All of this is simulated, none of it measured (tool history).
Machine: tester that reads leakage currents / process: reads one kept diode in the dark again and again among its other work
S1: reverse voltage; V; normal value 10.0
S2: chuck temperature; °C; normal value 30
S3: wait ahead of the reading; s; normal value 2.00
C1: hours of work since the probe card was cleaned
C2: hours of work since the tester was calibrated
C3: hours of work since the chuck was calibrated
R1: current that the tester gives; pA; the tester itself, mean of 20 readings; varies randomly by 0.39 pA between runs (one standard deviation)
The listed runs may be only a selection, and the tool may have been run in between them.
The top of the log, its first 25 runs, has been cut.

run,hour,S1,S2,S3,C1,C2,C3,R1
# hour 5050.6: probe card cleaned and baked
26,5091.0,1.7,41,5.17,20,2915,1823,218.99
27,5295.9,1.7,41,5.17,119,3014,1923,219.29
28,5506.3,2.3,44,5.77,221,3116,2025,315.89
29,5686.8,10.4,30,2.00,308,3204,2112,292.83
30,5926.9,1.4,20,5.80,425,3320,2228,44.95
31,6070.9,1.4,20,5.80,494,3390,2298,44.98
# hour 6238.4: chuck's temperature calibrated
32,6238.4,1.4,20,5.80,575,3470,0,44.94
# hour 6457.9: tester calibrated
33,6498.9,4.1,47,5.80,700,20,125,532.91
34,6683.2,4.1,47,0.31,789,109,215,536.70
35,6966.9,2.5,49,3.52,926,247,352,455.93
36,7112.7,8.7,30,2.00,997,317,423,264.27
37,7395.3,6.6,32,2.84,1134,454,559,259.23
38,7563.0,13.9,27,2.84,1215,535,641,279.09
39,7793.5,13.9,27,2.84,1327,647,752,279.83

Forecast each of these 4 alternatives for the next run:
A,7914.8,13.9,55,2.84,1386,706,811,?
B,7914.8,11.9,27,3.11,1386,706,811,?
C,7914.8,13.9,27,0.42,1386,706,811,?
D,7914.8,13.9,28,5.20,1386,706,811,?

run,R1
A,1747.02
B,255.45
C,289.33
D,299.47
Stripped of hidden state, with their random variation kept, the same runs would have yielded:
run,R1
A,1747.24
B,255.45
C,289.33
D,299.48
